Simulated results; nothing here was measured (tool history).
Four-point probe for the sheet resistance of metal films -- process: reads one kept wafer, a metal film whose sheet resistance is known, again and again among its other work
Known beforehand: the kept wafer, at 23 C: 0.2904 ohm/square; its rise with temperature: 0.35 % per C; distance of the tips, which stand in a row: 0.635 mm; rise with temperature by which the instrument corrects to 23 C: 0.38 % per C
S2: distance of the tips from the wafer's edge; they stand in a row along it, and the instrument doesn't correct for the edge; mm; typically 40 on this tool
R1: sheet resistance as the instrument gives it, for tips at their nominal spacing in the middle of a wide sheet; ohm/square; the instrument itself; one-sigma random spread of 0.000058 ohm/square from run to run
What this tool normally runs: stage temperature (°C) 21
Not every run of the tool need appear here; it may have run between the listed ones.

{"run": 1, "hour": 0.0, "stage temperature (°C)": 21, "S2": 40, "R1": 0.290713}
{"run": 2, "hour": 55.7, "stage temperature (°C)": 21, "S2": 40, "R1": 0.29065}
{"run": 3, "hour": 105.2, "stage temperature (°C)": 29, "S2": 40, "R1": 0.289845}
{"run": 4, "hour": 158.2, "stage temperature (°C)": 21, "S2": 8, "R1": 0.291566}
{"run": 5, "hour": 211.3, "stage temperature (°C)": 21, "S2": 8, "R1": 0.29141}
{"run": 6, "hour": 258.5, "stage temperature (°C)": 21, "S2": 8, "R1": 0.291606}
{"run": 7, "hour": 305.4, "stage temperature (°C)": 25, "S2": 40, "R1": 0.290252}
{"run": 8, "hour": 365.7, "stage temperature (°C)": 21, "S2": 40, "R1": 0.290538}
{"hour": 413.3, "done": "new probe head fitted"}
{"run": 9, "hour": 420.3, "stage temperature (°C)": 21, "S2": 40, "R1": 0.290636}
{"run": 10, "hour": 448.9, "stage temperature (°C)": 21, "S2": 40, "R1": 0.290615}
{"run": 11, "hour": 513.6, "stage temperature (°C)": 21, "S2": 40, "R1": 0.290599}
{"run": 12, "hour": 563.9, "stage temperature (°C)": 21, "S2": 40, "R1": 0.290652}
{"run": 13, "hour": 595.1, "stage temperature (°C)": 32, "S2": 40, "R1": 0.289626}
{"run": 14, "hour": 642.9, "stage temperature (°C)": 19, "S2": 41, "R1": 0.29087}
{"run": 15, "hour": 692.2, "stage temperature (°C)": 19, "S2": 41, "R1": 0.290831}
{"run": 16, "hour": 746.5, "stage temperature (°C)": 34, "S2": 22, "R1": 0.289636}
{"run": 17, "hour": 783.3, "stage temperature (°C)": 34, "S2": 22, "R1": 0.28965}
{"run": 18, "hour": 853.2, "stage temperature (°C)": 18, "S2": 3, "R1": 0.297744}
{"run": 19, "hour": 903.9, "stage temperature (°C)": 20, "S2": 17, "R1": 0.290859}
{"run": 20, "hour": 948.6, "stage temperature (°C)": 33, "S2": 37, "R1": 0.28971}
{"run": 21, "hour": 1013.5, "stage temperature (°C)": 28, "S2": 4, "R1": 0.293974}
{"run": 22, "hour": 1079.5, "stage temperature (°C)": 30, "S2": 10, "R1": 0.290596}
{"run": 23, "hour": 1144.0, "stage temperature (°C)": 23, "S2": 3, "R1": 0.297191}

Consider 3 possible next runs. They are alternatives, not a sequence: every one starts from the tool as it was left by run 23. What does each give?
{"run": "A", "hour": 1180.6, "stage temperature (°C)": 33, "S2": 40, "R1": "?"}
{"run": "B", "hour": 1180.6, "stage temperature (°C)": 31, "S2": 18, "R1": "?"}
{"run": "C", "hour": 1180.6, "stage temperature (°C)": 33, "S2": 3, "R1": "?"}

run=A R1=0.289694
run=B R1=0.289899
run=C R1=0.296412
Without the tool's unlogged condition, the same runs would have read:
run=A R1=0.289687
run=B R1=0.289892
run=C R1=0.296405
